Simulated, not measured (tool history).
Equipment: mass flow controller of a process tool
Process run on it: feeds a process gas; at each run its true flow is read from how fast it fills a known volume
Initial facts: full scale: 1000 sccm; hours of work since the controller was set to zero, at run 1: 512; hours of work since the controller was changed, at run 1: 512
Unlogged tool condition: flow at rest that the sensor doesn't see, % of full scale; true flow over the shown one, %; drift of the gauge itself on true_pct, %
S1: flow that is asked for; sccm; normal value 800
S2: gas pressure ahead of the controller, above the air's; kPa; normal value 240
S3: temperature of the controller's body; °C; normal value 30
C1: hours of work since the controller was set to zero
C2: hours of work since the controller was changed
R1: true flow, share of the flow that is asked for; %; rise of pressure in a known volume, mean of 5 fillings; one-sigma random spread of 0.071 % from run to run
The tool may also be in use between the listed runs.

Run 1, hour 0.0: usual settings; C1 512; C2 512. Result: R1 100.11 %.
Run 2, hour 114.6: usual settings but S3 36 °C; C1 588; C2 588. Result: R1 100.93 %.
Run 3, hour 227.3: usual settings but S1 143 sccm, S3 36 °C; C1 662; C2 662. Result: R1 100.32 %.
Run 4, hour 338.0: usual settings but S1 143 sccm, S3 36 °C; C1 736; C2 736. Result: R1 100.29 %.
Run 5, hour 415.7: usual settings but S1 353 sccm; C1 787; C2 787. Result: R1 99.91 %.
Run 6, hour 523.8: usual settings but S1 353 sccm; C1 859; C2 859. Result: R1 99.95 %.
Run 7, hour 599.9: usual settings but S2 243 kPa, S3 23 °C; C1 909; C2 909. Result: R1 99.37 %.
Run 8, hour 660.8: usual settings but S2 235 kPa, S3 25 °C; C1 950; C2 950. Result: R1 99.78 %.
Run 9, hour 717.7: usual settings but S2 235 kPa, S3 25 °C; C1 988; C2 988. Result: R1 99.83 %.
Run 10, hour 824.2: usual settings but S1 277 sccm, S2 172 kPa, S3 25 °C; C1 1058; C2 1058. Result: R1 99.74 %.
Run 11, hour 912.4: usual settings but S1 809 sccm, S2 250 kPa; C1 1117; C2 1117. Result: R1 100.46 %.
Run 12, hour 1006.6: usual settings but S1 555 sccm, S2 198 kPa, S3 20 °C; C1 1179; C2 1179. Result: R1 99.19 %.

Per-run results on a tool with no hidden state, each run keeping its own random variation:
run      R1
  1  100.11
  2  100.90
  3  100.26
  4  100.21
  5   99.81
  6   99.83
  7   99.22
  8   99.62
  9   99.65
 10   99.54
 11  100.24
 12   98.95
